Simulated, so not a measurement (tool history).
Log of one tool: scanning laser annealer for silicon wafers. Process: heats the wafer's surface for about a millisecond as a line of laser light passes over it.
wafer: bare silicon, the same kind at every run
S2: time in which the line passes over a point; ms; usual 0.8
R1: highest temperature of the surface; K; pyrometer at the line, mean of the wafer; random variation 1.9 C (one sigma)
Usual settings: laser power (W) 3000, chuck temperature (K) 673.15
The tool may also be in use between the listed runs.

{"run": 1, "hour": 0.0, "laser power (W)": 3000, "S2": 0.8, "chuck temperature (K)": 673.15, "R1": 1380.15}
{"run": 2, "hour": 23.6, "laser power (W)": 3000, "S2": 0.8, "chuck temperature (K)": 673.15, "R1": 1382.15}
{"run": 3, "hour": 34.3, "laser power (W)": 3000, "S2": 0.8, "chuck temperature (K)": 712.15, "R1": 1421.15}
{"run": 4, "hour": 49.1, "laser power (W)": 3000, "S2": 0.8, "chuck temperature (K)": 698.15, "R1": 1406.15}
{"run": 5, "hour": 64.0, "laser power (W)": 3000, "S2": 0.8, "chuck temperature (K)": 698.15, "R1": 1405.15}
{"run": 6, "hour": 76.7, "laser power (W)": 2835, "S2": 0.8, "chuck temperature (K)": 673.15, "R1": 1338.15}
{"run": 7, "hour": 94.1, "laser power (W)": 2835, "S2": 0.8, "chuck temperature (K)": 673.15, "R1": 1342.15}
{"run": 8, "hour": 119.0, "laser power (W)": 3000, "S2": 0.621, "chuck temperature (K)": 642.15, "R1": 1263.15}
{"run": 9, "hour": 144.3, "laser power (W)": 3002, "S2": 0.841, "chuck temperature (K)": 673.15, "R1": 1398.15}
{"run": 10, "hour": 164.2, "laser power (W)": 2580, "S2": 0.933, "chuck temperature (K)": 673.15, "R1": 1326.15}
{"run": 11, "hour": 179.3, "laser power (W)": 3000, "S2": 0.745, "chuck temperature (K)": 707.15, "R1": 1387.15}
{"run": 12, "hour": 201.3, "laser power (W)": 3000, "S2": 0.745, "chuck temperature (K)": 707.15, "R1": 1386.15}
{"run": 13, "hour": 215.3, "laser power (W)": 3000, "S2": 0.8, "chuck temperature (K)": 686.15, "R1": 1391.15}
{"run": 14, "hour": 239.4, "laser power (W)": 3000, "S2": 0.8, "chuck temperature (K)": 689.15, "R1": 1395.15}

5 ways to go on from here, each from the tool as it stands after run 14. What would each give?
{"run": "A", "hour": 251.9, "laser power (W)": 3000, "S2": 0.627, "chuck temperature (K)": 642.15, "R1": "?"}
{"run": "B", "hour": 251.9, "laser power (W)": 2811, "S2": 0.908, "chuck temperature (K)": 659.15, "R1": "?"}
{"run": "C", "hour": 251.9, "laser power (W)": 3208, "S2": 0.702, "chuck temperature (K)": 673.15, "R1": "?"}
{"run": "D", "hour": 251.9, "laser power (W)": 2701, "S2": 0.916, "chuck temperature (K)": 654.15, "R1": "?"}
{"run": "E", "hour": 251.9, "laser power (W)": 3000, "S2": 0.8, "chuck temperature (K)": 693.15, "R1": "?"}

run=A R1=1261.15
run=B R1=1363.15
run=C R1=1379.15
run=D R1=1333.15
run=E R1=1396.15
Without the tool's hidden state the same runs would have given:
run=A R1=1296.15
run=B R1=1403.15
run=C R1=1419.15
run=D R1=1371.15
run=E R1=1436.15
